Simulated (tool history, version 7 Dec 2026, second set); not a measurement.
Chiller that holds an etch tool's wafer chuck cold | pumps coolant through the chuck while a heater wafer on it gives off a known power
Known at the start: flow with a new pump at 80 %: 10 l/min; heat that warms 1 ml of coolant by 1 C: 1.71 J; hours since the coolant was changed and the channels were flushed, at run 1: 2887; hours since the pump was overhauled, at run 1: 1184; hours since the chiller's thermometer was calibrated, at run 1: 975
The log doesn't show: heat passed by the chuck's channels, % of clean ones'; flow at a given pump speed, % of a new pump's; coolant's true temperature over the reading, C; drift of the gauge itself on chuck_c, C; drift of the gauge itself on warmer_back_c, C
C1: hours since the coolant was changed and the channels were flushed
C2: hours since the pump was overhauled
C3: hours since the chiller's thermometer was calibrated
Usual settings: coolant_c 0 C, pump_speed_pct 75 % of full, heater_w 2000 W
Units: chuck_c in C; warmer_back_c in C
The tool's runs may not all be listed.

{"run": 1, "hour": 0.0, "coolant_c": 0, "pump_speed_pct": 75, "heater_w": 2000, "C1": 2887, "C2": 1184, "C3": 975, "chuck_c": 19.7, "warmer_back_c": 7.49}
{"run": 2, "hour": 48.2, "coolant_c": 0, "pump_speed_pct": 75, "heater_w": 2000, "C1": 2935, "C2": 1232, "C3": 1023, "chuck_c": 19.8, "warmer_back_c": 7.57}
{"run": 3, "hour": 110.5, "coolant_c": 4, "pump_speed_pct": 75, "heater_w": 2000, "C1": 2998, "C2": 1295, "C3": 1086, "chuck_c": 24.0, "warmer_back_c": 7.54}
{"run": 4, "hour": 169.3, "coolant_c": 4, "pump_speed_pct": 75, "heater_w": 2112, "C1": 3056, "C2": 1353, "C3": 1144, "chuck_c": 24.9, "warmer_back_c": 7.98}
{"hour": 185.6, "done": "coolant changed, channels flushed"}
{"run": 5, "hour": 227.9, "coolant_c": -10, "pump_speed_pct": 75, "heater_w": 2112, "C1": 42, "C2": 1406, "C3": 1197, "chuck_c": 11.1, "warmer_back_c": 7.99}
{"run": 6, "hour": 291.2, "coolant_c": -10, "pump_speed_pct": 75, "heater_w": 2112, "C1": 106, "C2": 1469, "C3": 1260, "chuck_c": 10.9, "warmer_back_c": 7.98}
{"run": 7, "hour": 350.3, "coolant_c": -10, "pump_speed_pct": 63, "heater_w": 2112, "C1": 165, "C2": 1528, "C3": 1319, "chuck_c": 13.4, "warmer_back_c": 9.67}
{"run": 8, "hour": 424.5, "coolant_c": 0, "pump_speed_pct": 75, "heater_w": 2000, "C1": 239, "C2": 1603, "C3": 1394, "chuck_c": 19.8, "warmer_back_c": 7.68}
{"run": 9, "hour": 473.9, "coolant_c": 0, "pump_speed_pct": 75, "heater_w": 2000, "C1": 288, "C2": 1652, "C3": 1443, "chuck_c": 19.8, "warmer_back_c": 7.65}
{"run": 10, "hour": 536.9, "coolant_c": 0, "pump_speed_pct": 75, "heater_w": 2000, "C1": 351, "C2": 1715, "C3": 1506, "chuck_c": 20.0, "warmer_back_c": 7.65}
{"run": 11, "hour": 570.9, "coolant_c": 0, "pump_speed_pct": 75, "heater_w": 2000, "C1": 385, "C2": 1749, "C3": 1540, "chuck_c": 19.9, "warmer_back_c": 7.65}
{"run": 12, "hour": 615.2, "coolant_c": 0, "pump_speed_pct": 75, "heater_w": 2000, "C1": 430, "C2": 1793, "C3": 1584, "chuck_c": 20.0, "warmer_back_c": 7.66}
{"run": 13, "hour": 674.5, "coolant_c": 0, "pump_speed_pct": 75, "heater_w": 2000, "C1": 489, "C2": 1853, "C3": 1644, "chuck_c": 19.9, "warmer_back_c": 7.67}
{"run": 14, "hour": 721.3, "coolant_c": 0, "pump_speed_pct": 75, "heater_w": 2000, "C1": 536, "C2": 1899, "C3": 1690, "chuck_c": 19.8, "warmer_back_c": 7.68}
{"run": 15, "hour": 766.3, "coolant_c": 0, "pump_speed_pct": 80, "heater_w": 2000, "C1": 581, "C2": 1944, "C3": 1735, "chuck_c": 19.1, "warmer_back_c": 7.15}
{"run": 16, "hour": 837.7, "coolant_c": 0, "pump_speed_pct": 80, "heater_w": 2000, "C1": 652, "C2": 2016, "C3": 1807, "chuck_c": 19.1, "warmer_back_c": 7.19}
{"run": 17, "hour": 903.9, "coolant_c": 7, "pump_speed_pct": 80, "heater_w": 2769, "C1": 718, "C2": 2082, "C3": 1873, "chuck_c": 33.5, "warmer_back_c": 9.96}
{"run": 18, "hour": 941.4, "coolant_c": 7, "pump_speed_pct": 80, "heater_w": 2769, "C1": 756, "C2": 2120, "C3": 1911, "chuck_c": 33.6, "warmer_back_c": 9.92}
{"run": 19, "hour": 1012.9, "coolant_c": 7, "pump_speed_pct": 80, "heater_w": 2769, "C1": 827, "C2": 2191, "C3": 1982, "chuck_c": 33.5, "warmer_back_c": 10.0}
{"run": 20, "hour": 1072.8, "coolant_c": 7, "pump_speed_pct": 87, "heater_w": 1483, "C1": 887, "C2": 2251, "C3": 2042, "chuck_c": 20.5, "warmer_back_c": 4.98}
{"run": 21, "hour": 1136.1, "coolant_c": 6, "pump_speed_pct": 69, "heater_w": 2042, "C1": 951, "C2": 2314, "C3": 2105, "chuck_c": 27.4, "warmer_back_c": 8.64}
{"run": 22, "hour": 1182.2, "coolant_c": 6, "pump_speed_pct": 69, "heater_w": 2042, "C1": 997, "C2": 2360, "C3": 2151, "chuck_c": 27.5, "warmer_back_c": 8.6}
{"run": 23, "hour": 1216.5, "coolant_c": 6, "pump_speed_pct": 69, "heater_w": 2042, "C1": 1031, "C2": 2395, "C3": 2186, "chuck_c": 27.3, "warmer_back_c": 8.59}
{"hour": 1267.8, "done": "gauge calibrated"}
{"run": 24, "hour": 1267.8, "coolant_c": 6, "pump_speed_pct": 69, "heater_w": 2042, "C1": 1082, "C2": 2446, "C3": 2237, "chuck_c": 27.4, "warmer_back_c": 8.28}
{"run": 25, "hour": 1335.1, "coolant_c": -6, "pump_speed_pct": 80, "heater_w": 2814, "C1": 1150, "C2": 2513, "C3": 2304, "chuck_c": 20.8, "warmer_back_c": 9.89}
{"run": 26, "hour": 1405.4, "coolant_c": 5, "pump_speed_pct": 90, "heater_w": 2000, "C1": 1220, "C2": 2584, "C3": 2374, "chuck_c": 22.9, "warmer_back_c": 6.3}
{"run": 27, "hour": 1447.5, "coolant_c": 5, "pump_speed_pct": 90, "heater_w": 2000, "C1": 1262, "C2": 2626, "C3": 2417, "chuck_c": 22.9, "warmer_back_c": 6.29}
{"run": 28, "hour": 1504.1, "coolant_c": -2, "pump_speed_pct": 100, "heater_w": 2977, "C1": 1319, "C2": 2682, "C3": 2473, "chuck_c": 23.1, "warmer_back_c": 8.37}
{"run": 29, "hour": 1560.3, "coolant_c": -2, "pump_speed_pct": 100, "heater_w": 2977, "C1": 1375, "C2": 2738, "C3": 2529, "chuck_c": 22.8, "warmer_back_c": 8.39}
{"run": 30, "hour": 1619.1, "coolant_c": 6, "pump_speed_pct": 69, "heater_w": 2416, "C1": 1433, "C2": 2797, "C3": 2588, "chuck_c": 31.4, "warmer_back_c": 9.97}
{"run": 31, "hour": 1657.4, "coolant_c": 6, "pump_speed_pct": 69, "heater_w": 2416, "C1": 1472, "C2": 2835, "C3": 2626, "chuck_c": 31.4, "warmer_back_c": 9.97}

How the hidden state differs across the entries between the runs, from the last listed run before each to the first after it:
Between runs 4 and 5: coolant changed, channels flushed (hour 185.6)
  heat passed by the chuck's channels, % of clean ones': 99.8 -> 100; drift of the gauge itself on warmer_back_c, C: 0.04 -> 0.05
  measured less the result without the state, warmer_back_c: +0.04 -> +0.06 C
Between runs 23 and 24: gauge calibrated (hour 1267.8)
  drift of the gauge itself on warmer_back_c, C: 0.28 -> 0
  measured less the result without the state, warmer_back_c: +0.28 -> +0.01 C
